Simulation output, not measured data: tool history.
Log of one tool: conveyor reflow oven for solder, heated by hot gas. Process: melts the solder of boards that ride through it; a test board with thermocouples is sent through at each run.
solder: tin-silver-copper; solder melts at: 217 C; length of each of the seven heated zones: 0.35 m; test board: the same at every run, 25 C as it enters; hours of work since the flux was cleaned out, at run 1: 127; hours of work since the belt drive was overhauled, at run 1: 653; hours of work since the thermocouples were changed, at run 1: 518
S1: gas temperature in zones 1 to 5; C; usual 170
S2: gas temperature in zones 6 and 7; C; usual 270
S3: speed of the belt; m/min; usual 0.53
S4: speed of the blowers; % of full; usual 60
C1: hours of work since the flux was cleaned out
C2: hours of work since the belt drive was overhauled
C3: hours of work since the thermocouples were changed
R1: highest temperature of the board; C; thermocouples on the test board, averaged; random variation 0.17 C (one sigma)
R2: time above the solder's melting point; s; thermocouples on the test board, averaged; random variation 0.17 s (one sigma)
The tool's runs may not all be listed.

| run | hour | S1 | S2 | S3 | S4 | C1 | C2 | C3 | R1 | R2 |
|---|---|---|---|---|---|---|---|---|---|---|
| 1 | 0.0 | 170 | 270 | 0.53 | 60 | 127 | 653 | 518 | 250.8 | 56.2 |
| 2 | 28.9 | 178 | 270 | 0.53 | 60 | 149 | 675 | 540 | 251.8 | 60.0 |
| 3 | 59.1 | 178 | 270 | 0.53 | 60 | 172 | 698 | 563 | 252.5 | 59.7 |
| 4 | 79.5 | 170 | 270 | 0.53 | 60 | 188 | 713 | 579 | 250.4 | 55.7 |
| 5 | 104.5 | 170 | 270 | 0.53 | 60 | 207 | 732 | 598 | 250.7 | 55.9 |
| 6 | 135.2 | 170 | 270 | 0.53 | 60 | 230 | 755 | 621 | 250.8 | 55.7 |

Forecast run 7:
| 7 | 152.5 | 167 | 282 | 0.53 | 60 | 243 | 769 | 634 | ? | ? |

Run 7 gave R1 260.4 C, R2 62.0 s.
Without the tool's hidden state the same run would have given R1 260.4 C, R2 62.0 s.
